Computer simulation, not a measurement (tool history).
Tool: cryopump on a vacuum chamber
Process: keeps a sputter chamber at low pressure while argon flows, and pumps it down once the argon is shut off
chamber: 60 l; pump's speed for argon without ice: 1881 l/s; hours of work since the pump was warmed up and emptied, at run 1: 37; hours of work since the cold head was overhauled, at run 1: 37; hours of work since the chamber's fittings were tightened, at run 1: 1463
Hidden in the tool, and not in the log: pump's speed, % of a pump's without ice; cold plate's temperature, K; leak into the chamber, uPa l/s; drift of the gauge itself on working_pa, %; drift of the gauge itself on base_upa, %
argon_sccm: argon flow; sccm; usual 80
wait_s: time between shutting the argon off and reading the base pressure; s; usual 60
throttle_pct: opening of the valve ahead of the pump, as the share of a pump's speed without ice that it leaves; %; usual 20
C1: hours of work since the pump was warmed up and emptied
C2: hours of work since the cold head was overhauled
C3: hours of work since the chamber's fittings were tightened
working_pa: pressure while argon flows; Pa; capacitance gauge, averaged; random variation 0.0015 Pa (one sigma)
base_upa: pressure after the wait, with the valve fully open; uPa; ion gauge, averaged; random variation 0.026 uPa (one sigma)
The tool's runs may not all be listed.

run 1 hour=0 | argon_sccm=80 wait_s=60 throttle_pct=20 | C1=37 C2=37 C3=1463 | working_pa=0.3604 base_upa=1.31
run 2 hour=23.3 | argon_sccm=39 wait_s=60 throttle_pct=20 | C1=51 C2=51 C3=1477 | working_pa=0.1756 base_upa=1.28
run 3 hour=45.8 | argon_sccm=38 wait_s=60 throttle_pct=20 | C1=65 C2=65 C3=1491 | working_pa=0.1723 base_upa=1.32
run 4 hour=57.7 | argon_sccm=38 wait_s=60 throttle_pct=20 | C1=72 C2=72 C3=1498 | working_pa=0.1725 base_upa=1.29
run 5 hour=79.1 | argon_sccm=80 wait_s=60 throttle_pct=20 | C1=85 C2=85 C3=1511 | working_pa=0.3642 base_upa=1.29
run 6 hour=100.8 | argon_sccm=80 wait_s=60 throttle_pct=20 | C1=99 C2=99 C3=1524 | working_pa=0.3644 base_upa=1.29
run 7 hour=116.7 | argon_sccm=80 wait_s=60 throttle_pct=20 | C1=108 C2=108 C3=1534 | working_pa=0.3639 base_upa=1.37
run 8 hour=135.9 | argon_sccm=80 wait_s=60 throttle_pct=20 | C1=120 C2=120 C3=1546 | working_pa=0.3656 base_upa=1.36
run 9 hour=153.3 | argon_sccm=80 wait_s=86 throttle_pct=20 | C1=130 C2=130 C3=1556 | working_pa=0.3663 base_upa=1.02
run 10 hour=169.9 | argon_sccm=80 wait_s=60 throttle_pct=20 | C1=141 C2=141 C3=1566 | working_pa=0.3672 base_upa=1.36
run 11 hour=180.2 | argon_sccm=80 wait_s=60 throttle_pct=20 | C1=147 C2=147 C3=1573 | working_pa=0.3686 base_upa=1.32
run 12 hour=197 | argon_sccm=80 wait_s=60 throttle_pct=20 | C1=157 C2=157 C3=1583 | working_pa=0.3704 base_upa=1.34
run 13 hour=218.9 | argon_sccm=80 wait_s=60 throttle_pct=20 | C1=170 C2=170 C3=1596 | working_pa=0.3681 base_upa=1.31
run 14 hour=239.5 | argon_sccm=80 wait_s=60 throttle_pct=20 | C1=183 C2=183 C3=1609 | working_pa=0.3674 base_upa=1.37
run 15 hour=259.1 | argon_sccm=80 wait_s=105 throttle_pct=20 | C1=195 C2=195 C3=1621 | working_pa=0.3666 base_upa=0.99
run 16 hour=277.9 | argon_sccm=80 wait_s=105 throttle_pct=20 | C1=206 C2=206 C3=1632 | working_pa=0.3672 base_upa=0.97
run 17 hour=292.9 | argon_sccm=107 wait_s=173 throttle_pct=23 | C1=215 C2=215 C3=1641 | working_pa=0.4307 base_upa=0.78
run 18 hour=309.4 | argon_sccm=107 wait_s=173 throttle_pct=23 | C1=225 C2=225 C3=1651 | working_pa=0.4303 base_upa=0.81
run 19 hour=328.5 | argon_sccm=143 wait_s=74 throttle_pct=23 | C1=237 C2=237 C3=1663 | working_pa=0.5807 base_upa=1.24
run 20 hour=350.7 | argon_sccm=43 wait_s=24 throttle_pct=22 | C1=250 C2=250 C3=1676 | working_pa=0.1835 base_upa=2.84
run 21 hour=364.9 | argon_sccm=80 wait_s=130 throttle_pct=26 | C1=259 C2=259 C3=1685 | working_pa=0.2888 base_upa=0.91
run 22 hour=383.2 | argon_sccm=114 wait_s=130 throttle_pct=54 | C1=270 C2=270 C3=1696 | working_pa=0.2077 base_upa=0.91
run 23 hour=393.5 | argon_sccm=116 wait_s=130 throttle_pct=28 | C1=276 C2=276 C3=1702 | working_pa=0.3914 base_upa=0.86
run 24 hour=412 | argon_sccm=131 wait_s=60 throttle_pct=57 | C1=288 C2=288 C3=1714 | working_pa=0.2308 base_upa=1.41
run 25 hour=434.1 | argon_sccm=80 wait_s=106 throttle_pct=22 | C1=301 C2=301 C3=1727 | working_pa=0.3402 base_upa=1.01
run 26 hour=449.4 | argon_sccm=80 wait_s=106 throttle_pct=22 | C1=310 C2=310 C3=1736 | working_pa=0.3425 base_upa=1.08
run 27 hour=465.9 | argon_sccm=121 wait_s=145 throttle_pct=20 | C1=320 C2=320 C3=1746 | working_pa=0.5662 base_upa=0.86

Forecast run 28:
run 28 hour=480.2 | argon_sccm=121 wait_s=145 throttle_pct=20 | C1=329 C2=329 C3=1755 | working_pa=? base_upa=?

Run 28 gave working_pa 0.5679 Pa, base_upa 0.92 uPa.
Without the tool's hidden state the same run would have given working_pa 0.5434 Pa, base_upa 0.56 uPa.
